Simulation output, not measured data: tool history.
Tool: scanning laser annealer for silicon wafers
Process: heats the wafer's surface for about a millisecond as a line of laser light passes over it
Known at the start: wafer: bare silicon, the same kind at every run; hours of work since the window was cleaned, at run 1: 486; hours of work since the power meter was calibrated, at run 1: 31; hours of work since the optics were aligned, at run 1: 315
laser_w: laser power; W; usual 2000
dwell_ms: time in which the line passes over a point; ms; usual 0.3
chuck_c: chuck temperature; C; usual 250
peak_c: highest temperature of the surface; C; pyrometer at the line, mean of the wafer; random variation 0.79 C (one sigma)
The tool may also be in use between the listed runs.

run   hour  laser_w  dwell_ms  chuck_c  hours of work since the window was cleaned  hours of work since the power meter was calibrated  hours of work since the optics were aligned  peak_c
  1      0     2000       0.3      250                                         486                                                  31                                          315   962.9
  2   18.3     2000       0.3      250                                         497                                                  41                                          325     963
  3   37.8     2000       0.3      280                                         508                                                  52                                          336   991.7
  4   52.8     2000       0.3      280                                         516                                                  60                                          345   991.7
  5   78.4     2041       0.3      250                                         530                                                  75                                          359     981
  6   92.6     2041       0.3      217                                         538                                                  83                                          367   946.8
  7  118.3     1791     0.268      240                                         553                                                  97                                          381   824.9
     125.3  -- optics aligned, line set to its width
  8  145.5     1791     0.229      240                                         565                                                 110                                           11   783.5
  9  169.6     1909     0.282      256                                         579                                                 123                                           25   903.7
       181  -- optics aligned, line set to its width, once more
 10  201.9     1909     0.282      256                                         594                                                 139                                           12   908.7
     208.3  -- window over the wafer cleaned
 11  231.5     2042       0.3      227                                          13                                                 154                                           27   973.9

Some steps in peak_c between neighbouring runs. How much of each would the tool show without its hidden state too (settings, what came in, random variation), and how much is left for the hidden state, with any gauge scatter that isn't in both results?
The hidden state here: light that passes the window, % of a clean one's; laser's true power over the reading, %; width of the line over the set one, %; drift of the gauge itself on peak_c, C.
Run 6 -> 7: laser_w 2041 -> 1791, dwell_ms 0.3 -> 0.268, chuck_c 217 -> 240. peak_c -121.9 C: hidden state +3.3, all else -125.2.
Run 10 -> 11: laser_w 1909 -> 2042, dwell_ms 0.282 -> 0.3, chuck_c 256 -> 227, window over the wafer cleaned. peak_c +65.2 C: hidden state +13.2, all else +52.
